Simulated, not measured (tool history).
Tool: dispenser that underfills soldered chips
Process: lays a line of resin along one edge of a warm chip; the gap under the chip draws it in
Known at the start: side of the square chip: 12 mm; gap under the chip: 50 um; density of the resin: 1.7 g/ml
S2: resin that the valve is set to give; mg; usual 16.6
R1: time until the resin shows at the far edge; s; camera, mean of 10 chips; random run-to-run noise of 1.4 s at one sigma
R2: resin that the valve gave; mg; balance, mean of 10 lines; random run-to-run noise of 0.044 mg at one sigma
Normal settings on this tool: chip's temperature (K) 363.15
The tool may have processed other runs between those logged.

Run 1, hour 0: usual settings. Result: R1 167.3 s, R2 16.44 mg.
At hour 2.2: new syringe of resin.
At hour 13.2: new syringe of resin.
Run 2, hour 13.7: usual settings. Result: R1 141.3 s, R2 16.47 mg.
Run 3, hour 22.7: usual settings. Result: R1 168.5 s, R2 16.32 mg.
At hour 24.6: new syringe of resin.
At hour 35.7: new syringe of resin.
Run 4, hour 39.6: usual settings. Result: R1 146.7 s, R2 16.3 mg.
At hour 47.2: new syringe of resin.
Run 5, hour 47.3: usual settings. Result: R1 132.2 s, R2 16.24 mg.
At hour 59.5: new syringe of resin.
Run 6, hour 62.1: usual settings. Result: R1 145.2 s, R2 16.2 mg.
At hour 68: dispensing valve cleaned and set on the balance.
At hour 71.7: new syringe of resin.
Run 7, hour 76.6: usual settings. Result: R1 151.4 s, R2 16.5 mg.
At hour 83.6: new syringe of resin.
Run 8, hour 91.1: usual settings. Result: R1 155.5 s, R2 16.56 mg.
At hour 95: new syringe of resin.
Run 9, hour 105: usual settings. Result: R1 166.4 s, R2 16.43 mg.
At hour 106.9: new syringe of resin.
At hour 118.2: new syringe of resin.
Run 10, hour 121.4: usual settings but S2 16.2 mg. Result: R1 147.2 s, R2 15.99 mg.
At hour 129.2: new syringe of resin.
Run 11, hour 135.3: usual settings. Result: R1 150.2 s, R2 16.29 mg.
At hour 141: new syringe of resin.
Run 12, hour 143.1: usual settings but S2 14.7 mg. Result: R1 145.6 s, R2 14.37 mg.
At hour 152.3: new syringe of resin.
Run 13, hour 154.9: usual settings but S2 14.7 mg. Result: R1 147.3 s, R2 14.39 mg.
At hour 164.2: new syringe of resin.
Run 14, hour 165.8: usual settings but chip's temperature (K) 349.15. Result: R1 260.4 s, R2 16.07 mg.
At hour 172.3: dispensing valve cleaned and set on the balance.
At hour 176.4: new syringe of resin.
Run 15, hour 179.9: usual settings but chip's temperature (K) 349.15, S2 21 mg. Result: R1 263.3 s, R2 20.94 mg.
At hour 188.1: new syringe of resin.
Run 16, hour 195.6: usual settings but chip's temperature (K) 349.15, S2 21 mg. Result: R1 279.3 s, R2 20.78 mg.
At hour 199.4: new syringe of resin.
Run 17, hour 209.2: usual settings but chip's temperature (K) 349.15, S2 21 mg. Result: R1 298.9 s, R2 20.82 mg.
At hour 210.5: new syringe of resin.
At hour 221.4: new syringe of resin.
Run 18, hour 226.6: usual settings but chip's temperature (K) 373.15, S2 14.7 mg. Result: R1 101 s, R2 14.47 mg.
At hour 233.2: new syringe of resin.
Run 19, hour 240.4: usual settings but chip's temperature (K) 373.15, S2 14.7 mg. Result: R1 106.6 s, R2 14.37 mg.
At hour 244.3: new syringe of resin.
At hour 255.6: new syringe of resin.
Run 20, hour 256.4: usual settings but chip's temperature (K) 351.15, S2 16 mg. Result: R1 235.7 s, R2 15.54 mg.
Run 21, hour 264.7: usual settings but chip's temperature (K) 351.15, S2 15.3 mg. Result: R1 280.9 s, R2 14.93 mg.
At hour 267.3: new syringe of resin.
At hour 277.5: dispensing valve cleaned and set on the balance.
At hour 279.3: new syringe of resin.
Run 22, hour 279.3: usual settings but chip's temperature (K) 364.15, S2 20.5 mg. Result: R1 120.7 s, R2 20.33 mg.
Run 23, hour 287.4: usual settings but chip's temperature (K) 378.15, S2 19.2 mg. Result: R1 78.7 s, R2 19.14 mg.
At hour 290.9: new syringe of resin.
Run 24, hour 298.8: usual settings but chip's temperature (K) 378.15, S2 19.2 mg. Result: R1 79.5 s, R2 19.04 mg.
At hour 302: new syringe of resin.
At hour 313.6: new syringe of resin.
Run 25, hour 315.7: usual settings but chip's temperature (K) 376.15, S2 14.1 mg. Result: R1 82.7 s, R2 13.92 mg.
At hour 324.9: new syringe of resin.
Run 26, hour 332.3: usual settings but S2 15.9 mg. Result: R1 156.5 s, R2 15.65 mg.
At hour 336.4: new syringe of resin.
Run 27, hour 341.5: usual settings but chip's temperature (K) 377.15, S2 14.7 mg. Result: R1 82.7 s, R2 14.46 mg.

Forecast each of these 4 alternatives for the next run:
At hour 348.1: new syringe of resin.
Run A, hour 358.2: usual settings but chip's temperature (K) 357.15, S2 16.2 mg. Result: R1 ?, R2 ?.
At hour 348.1: new syringe of resin.
Run B, hour 358.2: usual settings but chip's temperature (K) 365.15, S2 17.5 mg. Result: R1 ?, R2 ?.
At hour 348.1: new syringe of resin.
Run C, hour 358.2: usual settings but chip's temperature (K) 348.15, S2 16.5 mg. Result: R1 ?, R2 ?.
At hour 348.1: new syringe of resin.
Run D, hour 358.2: usual settings but chip's temperature (K) 368.15, S2 18.7 mg. Result: R1 ?, R2 ?.

run     R1     R2
  A  212.8  15.82
  B  148.3  17.21
  C  331.3  16.12
  D  127.9  18.22
Without the tool's unlogged condition, the same runs would have read:
run     R1     R2
  A    179  16.18
  B  124.6  17.59
  C  279.8  16.49
  D  107.6  18.62
